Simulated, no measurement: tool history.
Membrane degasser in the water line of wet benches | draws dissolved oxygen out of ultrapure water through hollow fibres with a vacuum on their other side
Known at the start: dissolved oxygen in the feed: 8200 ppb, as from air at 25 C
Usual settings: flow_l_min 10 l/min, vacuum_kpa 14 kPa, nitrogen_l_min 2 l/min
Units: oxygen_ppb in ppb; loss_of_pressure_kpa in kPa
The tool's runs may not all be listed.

{"run": 1, "hour": 0.0, "flow_l_min": 10, "vacuum_kpa": 14, "nitrogen_l_min": 2, "oxygen_ppb": 152, "loss_of_pressure_kpa": 62.36}
{"run": 2, "hour": 97.2, "flow_l_min": 10, "vacuum_kpa": 26.7, "nitrogen_l_min": 2, "oxygen_ppb": 297.4, "loss_of_pressure_kpa": 62.34}
{"run": 3, "hour": 239.6, "flow_l_min": 10, "vacuum_kpa": 9.1, "nitrogen_l_min": 2, "oxygen_ppb": 96.1, "loss_of_pressure_kpa": 62.56}
{"run": 4, "hour": 297.6, "flow_l_min": 10, "vacuum_kpa": 9.1, "nitrogen_l_min": 2, "oxygen_ppb": 96.3, "loss_of_pressure_kpa": 62.28}
{"run": 5, "hour": 433.8, "flow_l_min": 15, "vacuum_kpa": 14, "nitrogen_l_min": 2, "oxygen_ppb": 289.2, "loss_of_pressure_kpa": 94.07}
{"run": 6, "hour": 496.0, "flow_l_min": 15, "vacuum_kpa": 14, "nitrogen_l_min": 2, "oxygen_ppb": 287.5, "loss_of_pressure_kpa": 94.53}
{"run": 7, "hour": 611.2, "flow_l_min": 15, "vacuum_kpa": 14, "nitrogen_l_min": 2, "oxygen_ppb": 294.5, "loss_of_pressure_kpa": 93.88}
{"run": 8, "hour": 742.5, "flow_l_min": 10, "vacuum_kpa": 33.2, "nitrogen_l_min": 2, "oxygen_ppb": 377.1, "loss_of_pressure_kpa": 62.94}
{"run": 9, "hour": 854.0, "flow_l_min": 10, "vacuum_kpa": 33.2, "nitrogen_l_min": 2, "oxygen_ppb": 369.3, "loss_of_pressure_kpa": 62.63}
{"run": 10, "hour": 974.3, "flow_l_min": 10, "vacuum_kpa": 14, "nitrogen_l_min": 2, "oxygen_ppb": 155, "loss_of_pressure_kpa": 63.17}
{"run": 11, "hour": 1046.0, "flow_l_min": 10, "vacuum_kpa": 14, "nitrogen_l_min": 2, "oxygen_ppb": 152.6, "loss_of_pressure_kpa": 62.69}
{"run": 12, "hour": 1150.4, "flow_l_min": 10, "vacuum_kpa": 14, "nitrogen_l_min": 2, "oxygen_ppb": 153, "loss_of_pressure_kpa": 63.07}
{"run": 13, "hour": 1256.5, "flow_l_min": 10, "vacuum_kpa": 14, "nitrogen_l_min": 2, "oxygen_ppb": 152.5, "loss_of_pressure_kpa": 62.99}
{"run": 14, "hour": 1317.6, "flow_l_min": 10, "vacuum_kpa": 14, "nitrogen_l_min": 2, "oxygen_ppb": 153.6, "loss_of_pressure_kpa": 62.76}
{"run": 15, "hour": 1417.1, "flow_l_min": 10, "vacuum_kpa": 14, "nitrogen_l_min": 2, "oxygen_ppb": 153.9, "loss_of_pressure_kpa": 62.78}
{"run": 16, "hour": 1509.0, "flow_l_min": 10, "vacuum_kpa": 14, "nitrogen_l_min": 2, "oxygen_ppb": 156.1, "loss_of_pressure_kpa": 62.41}
{"run": 17, "hour": 1589.5, "flow_l_min": 10, "vacuum_kpa": 14, "nitrogen_l_min": 2, "oxygen_ppb": 153.5, "loss_of_pressure_kpa": 63.12}
{"run": 18, "hour": 1689.1, "flow_l_min": 10, "vacuum_kpa": 19.6, "nitrogen_l_min": 2.88, "oxygen_ppb": 162.2, "loss_of_pressure_kpa": 62.95}
{"run": 19, "hour": 1809.7, "flow_l_min": 13, "vacuum_kpa": 20.8, "nitrogen_l_min": 1.56, "oxygen_ppb": 401, "loss_of_pressure_kpa": 81.4}
{"run": 20, "hour": 1890.5, "flow_l_min": 10, "vacuum_kpa": 14, "nitrogen_l_min": 2, "oxygen_ppb": 151.9, "loss_of_pressure_kpa": 62.87}
{"run": 21, "hour": 1955.5, "flow_l_min": 7, "vacuum_kpa": 13.7, "nitrogen_l_min": 4.56, "oxygen_ppb": 45, "loss_of_pressure_kpa": 44.03}
{"run": 22, "hour": 2052.8, "flow_l_min": 7, "vacuum_kpa": 13.7, "nitrogen_l_min": 4.56, "oxygen_ppb": 44.7, "loss_of_pressure_kpa": 43.9}
{"run": 23, "hour": 2194.8, "flow_l_min": 10, "vacuum_kpa": 24.4, "nitrogen_l_min": 2, "oxygen_ppb": 275.7, "loss_of_pressure_kpa": 62.99}
{"run": 24, "hour": 2287.9, "flow_l_min": 10, "vacuum_kpa": 19.5, "nitrogen_l_min": 1.49, "oxygen_ppb": 278.3, "loss_of_pressure_kpa": 62.25}
{"run": 25, "hour": 2375.1, "flow_l_min": 10, "vacuum_kpa": 19.5, "nitrogen_l_min": 1.49, "oxygen_ppb": 283.3, "loss_of_pressure_kpa": 62.9}
{"run": 26, "hour": 2516.2, "flow_l_min": 10, "vacuum_kpa": 14.8, "nitrogen_l_min": 1.49, "oxygen_ppb": 209.2, "loss_of_pressure_kpa": 62.61}
{"run": 27, "hour": 2634.1, "flow_l_min": 10, "vacuum_kpa": 9.2, "nitrogen_l_min": 5.09, "oxygen_ppb": 53.4, "loss_of_pressure_kpa": 62.9}
{"run": 28, "hour": 2753.3, "flow_l_min": 10, "vacuum_kpa": 9.2, "nitrogen_l_min": 5.09, "oxygen_ppb": 54.1, "loss_of_pressure_kpa": 63}
{"run": 29, "hour": 2852.6, "flow_l_min": 10, "vacuum_kpa": 15.1, "nitrogen_l_min": 2, "oxygen_ppb": 169.4, "loss_of_pressure_kpa": 62.8}
{"run": 30, "hour": 2988.9, "flow_l_min": 12, "vacuum_kpa": 14, "nitrogen_l_min": 2, "oxygen_ppb": 205.3, "loss_of_pressure_kpa": 75.05}
{"run": 31, "hour": 3089.3, "flow_l_min": 12, "vacuum_kpa": 14, "nitrogen_l_min": 2, "oxygen_ppb": 204.1, "loss_of_pressure_kpa": 75.24}

Forecast each of these 5 alternatives for the next run:
{"run": "A", "hour": 3228.5, "flow_l_min": 12, "vacuum_kpa": 14, "nitrogen_l_min": 2.75, "oxygen_ppb": "?", "loss_of_pressure_kpa": "?"}
{"run": "B", "hour": 3228.5, "flow_l_min": 10, "vacuum_kpa": 16.6, "nitrogen_l_min": 2, "oxygen_ppb": "?", "loss_of_pressure_kpa": "?"}
{"run": "C", "hour": 3228.5, "flow_l_min": 10, "vacuum_kpa": 14.8, "nitrogen_l_min": 2, "oxygen_ppb": "?", "loss_of_pressure_kpa": "?"}
{"run": "D", "hour": 3228.5, "flow_l_min": 12, "vacuum_kpa": 11.9, "nitrogen_l_min": 1.34, "oxygen_ppb": "?", "loss_of_pressure_kpa": "?"}
{"run": "E", "hour": 3228.5, "flow_l_min": 10, "vacuum_kpa": 14, "nitrogen_l_min": 3.24, "oxygen_ppb": "?", "loss_of_pressure_kpa": "?"}

run=A oxygen_ppb=163 loss_of_pressure_kpa=75.36
run=B oxygen_ppb=185.3 loss_of_pressure_kpa=62.99
run=C oxygen_ppb=164 loss_of_pressure_kpa=62.17
run=D oxygen_ppb=230.3 loss_of_pressure_kpa=75.35
run=E oxygen_ppb=105.8 loss_of_pressure_kpa=62.75
Without the tool's hidden state the same runs would have given:
run=A oxygen_ppb=162.9 loss_of_pressure_kpa=75.33
run=B oxygen_ppb=185.2 loss_of_pressure_kpa=62.96
run=C oxygen_ppb=163.9 loss_of_pressure_kpa=62.14
run=D oxygen_ppb=230.1 loss_of_pressure_kpa=75.32
run=E oxygen_ppb=105.7 loss_of_pressure_kpa=62.72
